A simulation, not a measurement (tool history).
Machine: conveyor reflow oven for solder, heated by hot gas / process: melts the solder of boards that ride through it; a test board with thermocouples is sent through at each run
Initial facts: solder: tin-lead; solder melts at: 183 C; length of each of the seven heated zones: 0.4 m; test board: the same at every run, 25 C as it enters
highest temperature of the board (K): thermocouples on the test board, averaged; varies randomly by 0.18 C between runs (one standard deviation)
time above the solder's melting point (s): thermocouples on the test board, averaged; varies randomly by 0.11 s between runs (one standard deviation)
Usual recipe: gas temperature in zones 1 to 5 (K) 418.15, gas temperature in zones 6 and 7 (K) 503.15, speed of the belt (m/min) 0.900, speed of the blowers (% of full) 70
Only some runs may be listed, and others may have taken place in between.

run,hour,gas temperature in zones 1 to 5 (K),gas temperature in zones 6 and 7 (K),speed of the belt (m/min),speed of the blowers (% of full),highest temperature of the board (K),time above the solder's melting point (s)
1,0.0,418.15,503.15,0.900,70,485.95,38.7
2,20.6,418.15,503.15,0.900,70,485.65,38.8
3,30.6,418.15,503.15,0.900,70,485.65,38.7
4,42.8,418.15,503.15,0.900,70,485.65,38.8
5,58.2,418.15,503.15,0.900,87,488.85,41.3
# hour 67.5: flux residue cleaned out of gas plates and filters
6,76.9,418.15,503.15,0.900,87,491.05,43.0
7,87.9,418.15,503.15,0.900,70,487.65,40.4
8,104.6,427.15,510.15,0.726,76,501.75,61.8
9,114.8,417.15,500.15,0.887,57,481.65,36.1
10,125.8,417.15,500.15,0.887,57,481.65,36.0
11,135.6,417.15,500.15,0.887,57,481.65,36.1
12,156.0,407.15,503.15,0.952,60,480.25,29.9
13,170.6,405.15,501.15,0.880,56,479.45,31.3
14,186.5,418.15,509.15,0.900,70,492.75,42.8

What if the next run were any one of these 4? Each begins from the tool's condition after run 14:
A,207.6,418.15,509.15,0.900,77,?,?
B,207.6,418.15,509.15,0.774,79,?,?
C,207.6,418.15,503.15,1.021,75,?,?
D,207.6,409.15,503.15,0.900,70,?,?

run,highest temperature of the board (K),time above the solder's melting point (s)
A,494.25,43.9
B,498.55,53.8
C,484.75,33.6
D,485.75,36.7
Stripped of hidden state, with their random variation kept, the same runs would have yielded:
run,highest temperature of the board (K),time above the solder's melting point (s)
A,494.45,43.8
B,498.65,53.7
C,484.95,33.6
D,485.95,36.8

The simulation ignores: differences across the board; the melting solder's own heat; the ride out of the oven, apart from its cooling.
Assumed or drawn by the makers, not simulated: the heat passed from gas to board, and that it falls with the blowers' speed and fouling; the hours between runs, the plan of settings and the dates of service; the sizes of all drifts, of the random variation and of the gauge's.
